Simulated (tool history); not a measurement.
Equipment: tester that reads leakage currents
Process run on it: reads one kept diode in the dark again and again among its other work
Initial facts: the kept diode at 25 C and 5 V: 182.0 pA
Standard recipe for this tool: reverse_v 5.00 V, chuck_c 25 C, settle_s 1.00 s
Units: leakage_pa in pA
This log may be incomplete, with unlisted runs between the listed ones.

| run | hour | reverse_v | chuck_c | settle_s | leakage_pa |
|---|---|---|---|---|---|
| 1 | 0.0 | 5.00 | 25 | 1.00 | 183.16 |
| 2 | 40.2 | 5.00 | 25 | 1.00 | 182.44 |
| 3 | 95.6 | 5.00 | 25 | 1.00 | 182.91 |
| 4 | 125.7 | 10.45 | 25 | 1.00 | 235.69 |
| 5 | 166.6 | 10.45 | 25 | 1.00 | 235.23 |
| 6 | 196.6 | 10.45 | 25 | 1.00 | 235.64 |
| 7 | 255.3 | 10.45 | 25 | 1.00 | 234.86 |
| 8 | 301.3 | 10.45 | 25 | 1.00 | 235.74 |
| 9 | 329.6 | 5.00 | 25 | 1.17 | 183.41 |
| 10 | 361.9 | 5.00 | 25 | 1.17 | 183.39 |
| 11 | 414.9 | 5.00 | 28 | 1.17 | 236.94 |
| 12 | 462.2 | 5.00 | 28 | 0.30 | 238.73 |
| 13 | 518.5 | 5.00 | 58 | 0.30 | 2564.06 |
| 14 | 557.8 | 5.00 | 25 | 0.86 | 183.33 |
| 15 | 614.6 | 1.77 | 25 | 0.86 | 128.48 |
| 16 | 641.0 | 1.77 | 25 | 0.86 | 128.41 |
| 17 | 699.9 | 1.77 | 25 | 0.86 | 128.67 |
| 18 | 759.8 | 1.77 | 25 | 0.86 | 128.80 |
| 19 | 791.2 | 1.77 | 25 | 0.86 | 128.01 |

Run 20, settings as shown, results not yet in. Your forecast:
| 20 | 850.4 | 5.00 | 25 | 1.00 | ? |

Run 20 measured leakage_pa 182.32 pA.
Take away the tool's hidden state, keep the run-to-run variation as it was, and the same run would have given leakage_pa 182.45 pA.

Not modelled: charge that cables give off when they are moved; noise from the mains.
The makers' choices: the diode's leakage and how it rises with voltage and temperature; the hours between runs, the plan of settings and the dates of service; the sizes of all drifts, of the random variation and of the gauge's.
